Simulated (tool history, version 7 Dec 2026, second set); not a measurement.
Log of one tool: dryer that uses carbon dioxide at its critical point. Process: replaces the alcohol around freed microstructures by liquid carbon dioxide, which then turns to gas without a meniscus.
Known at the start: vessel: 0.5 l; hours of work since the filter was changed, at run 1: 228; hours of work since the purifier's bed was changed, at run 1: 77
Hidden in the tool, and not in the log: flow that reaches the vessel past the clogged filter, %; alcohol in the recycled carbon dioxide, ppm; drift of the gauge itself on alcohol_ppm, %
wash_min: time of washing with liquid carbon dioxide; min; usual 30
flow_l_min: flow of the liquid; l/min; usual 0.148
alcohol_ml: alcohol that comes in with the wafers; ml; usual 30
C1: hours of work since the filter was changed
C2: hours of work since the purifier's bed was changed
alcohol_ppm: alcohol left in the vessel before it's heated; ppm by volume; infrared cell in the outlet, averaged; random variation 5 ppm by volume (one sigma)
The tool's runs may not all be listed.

run 1 day=0.000 | wash_min=30 flow_l_min=0.148 alcohol_ml=30 | C1=228 C2=77 | alcohol_ppm=24
run 2 day=0.633 | wash_min=30 flow_l_min=0.148 alcohol_ml=30 | C1=235 C2=84 | alcohol_ppm=27
run 3 day=1.467 | wash_min=30 flow_l_min=0.148 alcohol_ml=30 | C1=244 C2=94 | alcohol_ppm=37
run 4 day=2.042 | wash_min=30 flow_l_min=0.148 alcohol_ml=30 | C1=251 C2=100 | alcohol_ppm=31
run 5 day=2.638 | wash_min=32 flow_l_min=0.148 alcohol_ml=30 | C1=257 C2=107 | alcohol_ppm=24
run 6 day=3.354 | wash_min=25 flow_l_min=0.148 alcohol_ml=30 | C1=265 C2=115 | alcohol_ppm=99
run 7 day=3.696 | wash_min=25 flow_l_min=0.148 alcohol_ml=30 | C1=269 C2=118 | alcohol_ppm=94
run 8 day=4.158 | wash_min=25 flow_l_min=0.148 alcohol_ml=30 | C1=274 C2=124 | alcohol_ppm=97
run 9 day=4.767 | wash_min=25 flow_l_min=0.148 alcohol_ml=57 | C1=281 C2=130 | alcohol_ppm=165
run 10 day=5.200 | wash_min=25 flow_l_min=0.148 alcohol_ml=57 | C1=286 C2=135 | alcohol_ppm=177
run 11 day=5.975 | wash_min=30 flow_l_min=0.148 alcohol_ml=30 | C1=294 C2=144 | alcohol_ppm=43
run 12 day=6.704 | wash_min=30 flow_l_min=0.148 alcohol_ml=30 | C1=302 C2=152 | alcohol_ppm=47
run 13 day=7.233 | wash_min=30 flow_l_min=0.132 alcohol_ml=30 | C1=308 C2=158 | alcohol_ppm=84
run 14 day=8.017 | wash_min=30 flow_l_min=0.132 alcohol_ml=30 | C1=317 C2=166 | alcohol_ppm=82
run 15 day=8.575 | wash_min=30 flow_l_min=0.132 alcohol_ml=30 | C1=323 C2=173 | alcohol_ppm=79
run 16 day=9.292 | wash_min=30 flow_l_min=0.132 alcohol_ml=30 | C1=331 C2=181 | alcohol_ppm=74
run 17 day=9.967 | wash_min=30 flow_l_min=0.132 alcohol_ml=30 | C1=339 C2=188 | alcohol_ppm=76
run 18 day=10.558 | wash_min=30 flow_l_min=0.132 alcohol_ml=30 | C1=345 C2=195 | alcohol_ppm=90
run 19 day=11.050 | wash_min=30 flow_l_min=0.132 alcohol_ml=30 | C1=351 C2=200 | alcohol_ppm=77
run 20 day=11.554 | wash_min=30 flow_l_min=0.132 alcohol_ml=30 | C1=356 C2=206 | alcohol_ppm=89
run 21 day=12.350 | wash_min=30 flow_l_min=0.132 alcohol_ml=30 | C1=365 C2=214 | alcohol_ppm=87
run 22 day=12.883 | wash_min=30 flow_l_min=0.132 alcohol_ml=30 | C1=371 C2=220 | alcohol_ppm=89
run 23 day=13.712 | wash_min=30 flow_l_min=0.132 alcohol_ml=30 | C1=380 C2=230 | alcohol_ppm=94
run 24 day=14.067 | wash_min=18 flow_l_min=0.237 alcohol_ml=36 | C1=384 C2=233 | alcohol_ppm=73
run 25 day=14.758 | wash_min=27 flow_l_min=0.092 alcohol_ml=30 | C1=392 C2=241 | alcohol_ppm=805
run 26 day=15.492 | wash_min=30 flow_l_min=0.113 alcohol_ml=75 | C1=400 C2=249 | alcohol_ppm=442
run 27 day=15.929 | wash_min=30 flow_l_min=0.113 alcohol_ml=75 | C1=405 C2=254 | alcohol_ppm=436
run 28 day=16.483 | wash_min=30 flow_l_min=0.113 alcohol_ml=75 | C1=411 C2=260 | alcohol_ppm=453
run 29 day=17.117 | wash_min=30 flow_l_min=0.113 alcohol_ml=75 | C1=418 C2=267 | alcohol_ppm=462
run 30 day=17.658 | wash_min=30 flow_l_min=0.167 alcohol_ml=54 | C1=424 C2=273 | alcohol_ppm=47
run 31 day=18.088 | wash_min=32 flow_l_min=0.167 alcohol_ml=23 | C1=429 C2=278 | alcohol_ppm=45
run 32 day=18.796 | wash_min=30 flow_l_min=0.148 alcohol_ml=50 | C1=437 C2=286 | alcohol_ppm=86
run 33 day=19.158 | wash_min=22 flow_l_min=0.148 alcohol_ml=98 | C1=441 C2=290 | alcohol_ppm=802
run 34 day=19.862 | wash_min=22 flow_l_min=0.148 alcohol_ml=98 | C1=448 C2=298 | alcohol_ppm=830
run 35 day=20.512 | wash_min=30 flow_l_min=0.250 alcohol_ml=30 | C1=456 C2=305 | alcohol_ppm=35
run 36 day=20.904 | wash_min=30 flow_l_min=0.118 alcohol_ml=35 | C1=460 C2=309 | alcohol_ppm=208
run 37 day=21.712 | wash_min=30 flow_l_min=0.161 alcohol_ml=32 | C1=469 C2=318 | alcohol_ppm=63
run 38 day=22.342 | wash_min=30 flow_l_min=0.148 alcohol_ml=30 | C1=476 C2=325 | alcohol_ppm=75
run 39 day=22.812 | wash_min=30 flow_l_min=0.148 alcohol_ml=42 | C1=481 C2=331 | alcohol_ppm=97
run 40 day=23.421 | wash_min=30 flow_l_min=0.148 alcohol_ml=42 | C1=488 C2=337 | alcohol_ppm=85
run 41 day=23.933 | wash_min=30 flow_l_min=0.157 alcohol_ml=23 | C1=494 C2=343 | alcohol_ppm=54
run 42 day=24.500 | wash_min=26 flow_l_min=0.148 alcohol_ml=53 | C1=500 C2=349 | alcohol_ppm=218
run 43 day=25.267 | wash_min=26 flow_l_min=0.148 alcohol_ml=53 | C1=508 C2=358 | alcohol_ppm=219
run 44 day=25.892 | wash_min=26 flow_l_min=0.148 alcohol_ml=53 | C1=515 C2=365 | alcohol_ppm=226
run 45 day=26.671 | wash_min=26 flow_l_min=0.148 alcohol_ml=53 | C1=524 C2=373 | alcohol_ppm=239
run 46 day=27.321 | wash_min=24 flow_l_min=0.111 alcohol_ml=73 | C1=531 C2=381 | alcohol_ppm=1767

The same runs without the tool's hidden state, with the same run-to-run variation:
run=1 alcohol_ppm=7
run=2 alcohol_ppm=8
run=3 alcohol_ppm=17
run=4 alcohol_ppm=10
run=5 alcohol_ppm=6
run=6 alcohol_ppm=52
run=7 alcohol_ppm=46
run=8 alcohol_ppm=49
run=9 alcohol_ppm=84
run=10 alcohol_ppm=89
run=11 alcohol_ppm=16
run=12 alcohol_ppm=18
run=13 alcohol_ppm=40
run=14 alcohol_ppm=36
run=15 alcohol_ppm=33
run=16 alcohol_ppm=25
run=17 alcohol_ppm=26
run=18 alcohol_ppm=38
run=19 alcohol_ppm=23
run=20 alcohol_ppm=35
run=21 alcohol_ppm=32
run=22 alcohol_ppm=32
run=23 alcohol_ppm=32
run=24 alcohol_ppm=17
run=25 alcohol_ppm=442
run=26 alcohol_ppm=188
run=27 alcohol_ppm=183
run=28 alcohol_ppm=191
run=29 alcohol_ppm=193
run=30 alcohol_ppm=4
run=31 alcohol_ppm=11
run=32 alcohol_ppm=18
run=33 alcohol_ppm=337
run=34 alcohol_ppm=350
run=35 alcohol_ppm=4
run=36 alcohol_ppm=71
run=37 alcohol_ppm=16
run=38 alcohol_ppm=16
run=39 alcohol_ppm=27
run=40 alcohol_ppm=14
run=41 alcohol_ppm=6
run=42 alcohol_ppm=62
run=43 alcohol_ppm=57
run=44 alcohol_ppm=62
run=45 alcohol_ppm=69
run=46 alcohol_ppm=756
